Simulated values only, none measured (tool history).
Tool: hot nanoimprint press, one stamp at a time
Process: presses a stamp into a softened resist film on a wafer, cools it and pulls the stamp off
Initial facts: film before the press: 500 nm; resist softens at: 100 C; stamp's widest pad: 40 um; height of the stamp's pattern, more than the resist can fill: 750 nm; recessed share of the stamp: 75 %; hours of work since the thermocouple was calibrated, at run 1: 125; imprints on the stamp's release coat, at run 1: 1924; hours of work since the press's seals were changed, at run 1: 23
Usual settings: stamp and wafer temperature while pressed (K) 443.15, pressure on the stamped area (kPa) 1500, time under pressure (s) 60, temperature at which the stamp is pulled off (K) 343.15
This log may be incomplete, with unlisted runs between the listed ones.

| run | hour | stamp and wafer temperature while pressed (K) | pressure on the stamped area (kPa) | time under pressure (s) | temperature at which the stamp is pulled off (K) | hours of work since the thermocouple was calibrated | imprints on the stamp's release coat | hours of work since the press's seals were changed | resist left under the stamp's widest pad (nm) | greatest force while the stamp is pulled off (N) |
|---|---|---|---|---|---|---|---|---|---|---|
| 1 | 0 | 443.15 | 1500 | 60 | 343.15 | 125 | 1924 | 23 | 250.5 | 219 |
| 2 | 11.6 | 443.15 | 1500 | 60 | 343.15 | 130 | 1952 | 27 | 249.9 | 214 |
| 3 | 19.1 | 443.15 | 1500 | 60 | 343.15 | 133 | 1971 | 31 | 250.5 | 220 |
| 4 | 26.5 | 443.15 | 1500 | 60 | 343.15 | 136 | 1989 | 34 | 247.6 | 217 |
| 5 | 34.6 | 443.15 | 1500 | 60 | 343.15 | 139 | 2009 | 37 | 249.4 | 219 |
| 6 | 44.3 | 443.15 | 1500 | 60 | 343.15 | 143 | 2033 | 41 | 251.1 | 223 |
| 7 | 52.5 | 443.15 | 1500 | 60 | 343.15 | 147 | 2053 | 44 | 248.5 | 213 |
| 8 | 62.4 | 443.15 | 1500 | 60 | 343.15 | 151 | 2077 | 48 | 247.4 | 227 |
| 9 | 72.4 | 443.15 | 1500 | 60 | 343.15 | 155 | 2102 | 53 | 248.9 | 227 |
| 10 | 79.3 | 443.15 | 1500 | 60 | 343.15 | 158 | 2119 | 55 | 247.9 | 228 |
| 11 | 84.4 | 443.15 | 1500 | 60 | 343.15 | 160 | 2132 | 57 | 251.6 | 226 |
| 12 | 90 | 443.15 | 1500 | 85 | 343.15 | 162 | 2145 | 60 | 221 | 231 |
| 13 | 100.3 | 443.15 | 1500 | 85 | 343.15 | 166 | 2171 | 64 | 218 | 232 |
| 14 | 109.8 | 450.15 | 1500 | 60 | 343.15 | 170 | 2194 | 68 | 189.1 | 226 |
|  | 113.7 | plate thermocouple calibrated |
| 15 | 121.2 | 450.15 | 1360 | 60 | 343.15 | 3 | 2215 | 71 | 196.7 | 226 |
| 16 | 129.2 | 450.15 | 1360 | 60 | 330.15 | 6 | 2234 | 75 | 193.7 | 295 |
| 17 | 136.4 | 435.15 | 1500 | 60 | 348.15 | 9 | 2252 | 78 | 329.2 | 195 |
| 18 | 143.7 | 455.15 | 1070 | 60 | 328.15 | 12 | 2270 | 81 | 183.6 | 324 |
| 19 | 148.9 | 432.15 | 1870 | 60 | 328.15 | 14 | 2283 | 83 | 334.6 | 328 |
| 20 | 156.3 | 432.15 | 1540 | 60 | 338.15 | 18 | 2301 | 86 | 354.4 | 260 |
|  | 163.3 | stamp cleaned and given a new release coat |
| 21 | 171.3 | 443.15 | 1900 | 60 | 338.15 | 21 | 20 | 89 | 216.9 | 180 |
|  | 178.5 | plate thermocouple calibrated, once more |
| 22 | 180.2 | 443.15 | 1660 | 80 | 347.15 | 1 | 35 | 92 | 220 | 154 |
| 23 | 190.9 | 443.15 | 1500 | 36 | 343.15 | 5 | 61 | 96 | 299.5 | 168 |
| 24 | 196.3 | 443.15 | 1340 | 60 | 335.15 | 7 | 74 | 99 | 271 | 205 |
| 25 | 201.6 | 443.15 | 1340 | 60 | 335.15 | 9 | 87 | 101 | 269.6 | 204 |
| 26 | 212.5 | 443.15 | 1340 | 60 | 335.15 | 14 | 114 | 105 | 271 | 205 |
| 27 | 220.1 | 443.15 | 1340 | 60 | 335.15 | 17 | 133 | 108 | 267.5 | 206 |

Run 28, settings as shown, results not yet in. Your forecast:
| 28 | 230.5 | 449.15 | 2060 | 73 | 344.15 | 21 | 158 | 113 | ? | ? |

Run 28 measured resist left under the stamp's widest pad (nm) 160, greatest force while the stamp is pulled off (N) 164.
Minus the tool's unlogged condition, the same run would have read resist left under the stamp's widest pad (nm) 159.2, greatest force while the stamp is pulled off (N) 160.

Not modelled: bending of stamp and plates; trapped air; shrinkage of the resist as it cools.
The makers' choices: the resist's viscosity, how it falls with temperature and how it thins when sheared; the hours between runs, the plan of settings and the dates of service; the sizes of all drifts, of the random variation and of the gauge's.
